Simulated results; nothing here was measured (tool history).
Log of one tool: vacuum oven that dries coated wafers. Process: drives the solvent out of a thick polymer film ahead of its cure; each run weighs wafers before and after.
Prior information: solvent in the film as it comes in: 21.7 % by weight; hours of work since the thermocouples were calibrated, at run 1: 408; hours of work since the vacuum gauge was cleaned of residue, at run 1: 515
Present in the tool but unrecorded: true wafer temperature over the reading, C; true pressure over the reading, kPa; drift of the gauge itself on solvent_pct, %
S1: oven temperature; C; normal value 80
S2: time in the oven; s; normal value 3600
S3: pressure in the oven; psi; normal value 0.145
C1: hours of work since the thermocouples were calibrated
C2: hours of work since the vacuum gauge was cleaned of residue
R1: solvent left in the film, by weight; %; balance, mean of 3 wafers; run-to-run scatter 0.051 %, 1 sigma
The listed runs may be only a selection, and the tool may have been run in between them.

| run | hour | S1 | S2 | S3 | C1 | C2 | R1 |
|---|---|---|---|---|---|---|---|
| 1 | 0.0 | 80 | 3600 | 0.145 | 408 | 515 | 3.97 |
| 2 | 17.3 | 80 | 3600 | 0.145 | 417 | 523 | 3.94 |
| 3 | 30.8 | 80 | 3600 | 0.145 | 423 | 530 | 3.98 |
| 4 | 44.1 | 80 | 3600 | 0.145 | 430 | 536 | 3.95 |
| 5 | 61.7 | 80 | 3600 | 0.145 | 438 | 545 | 3.86 |
| 6 | 86.8 | 80 | 3600 | 0.145 | 451 | 557 | 3.93 |
| 7 | 118.2 | 80 | 3600 | 0.181 | 466 | 573 | 4.02 |
| 8 | 132.6 | 80 | 3600 | 0.103 | 473 | 580 | 3.68 |
| 9 | 159.3 | 80 | 3600 | 0.239 | 486 | 593 | 4.34 |
| 10 | 178.3 | 80 | 3600 | 0.283 | 496 | 602 | 4.54 |
| 11 | 203.7 | 80 | 3600 | 0.145 | 508 | 615 | 3.99 |
| 12 | 218.8 | 80 | 3600 | 0.145 | 516 | 622 | 4.03 |
| 13 | 244.1 | 80 | 3600 | 0.145 | 528 | 635 | 3.95 |
| 14 | 272.7 | 80 | 3600 | 0.145 | 542 | 649 | 3.87 |
| 15 | 297.0 | 80 | 3600 | 0.145 | 554 | 661 | 3.97 |
| 16 | 323.5 | 94 | 3900 | 0.086 | 567 | 674 | 0.39 |
| 17 | 355.3 | 94 | 3900 | 0.086 | 583 | 689 | 0.36 |
| 18 | 387.8 | 74 | 3900 | 0.145 | 599 | 705 | 6.42 |
| 19 | 415.0 | 80 | 5640 | 0.145 | 612 | 719 | 1.99 |
| 20 | 447.5 | 80 | 5880 | 0.145 | 628 | 735 | 1.93 |
| 21 | 465.1 | 81 | 3360 | 0.451 | 637 | 743 | 5.15 |
| 22 | 494.4 | 73 | 2220 | 0.145 | 651 | 758 | 10.33 |
| 23 | 514.1 | 76 | 2580 | 0.135 | 661 | 767 | 7.91 |
| 24 | 539.2 | 76 | 2580 | 0.135 | 673 | 780 | 7.77 |
| 25 | 571.0 | 76 | 6360 | 0.190 | 689 | 795 | 3.07 |
| 26 | 593.1 | 90 | 4200 | 0.241 | 699 | 806 | 1.16 |
| 27 | 621.8 | 80 | 4200 | 0.241 | 714 | 820 | 3.53 |
| 28 | 642.3 | 80 | 3600 | 0.248 | 724 | 830 | 4.34 |

Forecast each of these 4 alternatives for the next run:
| A | 665.6 | 83 | 1860 | 0.248 | 735 | 842 | ? |
| B | 665.6 | 82 | 4620 | 0.164 | 735 | 842 | ? |
| C | 665.6 | 72 | 3000 | 0.136 | 735 | 842 | ? |
| D | 665.6 | 65 | 1920 | 0.335 | 735 | 842 | ? |

| run | R1 |
|---|---|
| A | 6.75 |
| B | 2.19 |
| C | 9.07 |
| D | 14.76 |
Without the tool's unlogged condition, the same runs would have read:
| run | R1 |
|---|---|
| A | 6.74 |
| B | 2.18 |
| C | 9.06 |
| D | 14.75 |

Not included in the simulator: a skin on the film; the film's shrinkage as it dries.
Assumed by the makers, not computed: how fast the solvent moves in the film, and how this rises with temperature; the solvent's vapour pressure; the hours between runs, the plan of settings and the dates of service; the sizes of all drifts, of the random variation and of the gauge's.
